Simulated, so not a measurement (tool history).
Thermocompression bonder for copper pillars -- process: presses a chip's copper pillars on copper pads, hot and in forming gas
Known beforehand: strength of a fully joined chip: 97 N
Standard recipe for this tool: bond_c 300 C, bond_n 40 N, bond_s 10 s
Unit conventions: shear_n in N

run 1 day=0.000 | bond_c=300 bond_n=40 bond_s=10 | shear_n=57.8
run 2 day=0.600 | bond_c=300 bond_n=40 bond_s=10 | shear_n=57.5
run 3 day=1.146 | bond_c=300 bond_n=40 bond_s=10 | shear_n=57.3
run 4 day=2.175 | bond_c=300 bond_n=40 bond_s=10 | shear_n=55.3
run 5 day=2.967 | bond_c=290 bond_n=40 bond_s=10 | shear_n=51.0
run 6 day=3.992 | bond_c=290 bond_n=40 bond_s=10 | shear_n=48.1
run 7 day=4.975 | bond_c=290 bond_n=40 bond_s=10 | shear_n=50.6
run 8 day=5.617 | bond_c=294 bond_n=37 bond_s=6 | shear_n=40.5

What does the tool deliver on the next run?
run 9 day=6.458 | bond_c=297 bond_n=27 bond_s=11 | shear_n=?

shear_n: 39.8 N
Take away the tool's hidden state, keep the run-to-run variation as it was, and the same run would have given shear_n 44.9 N.
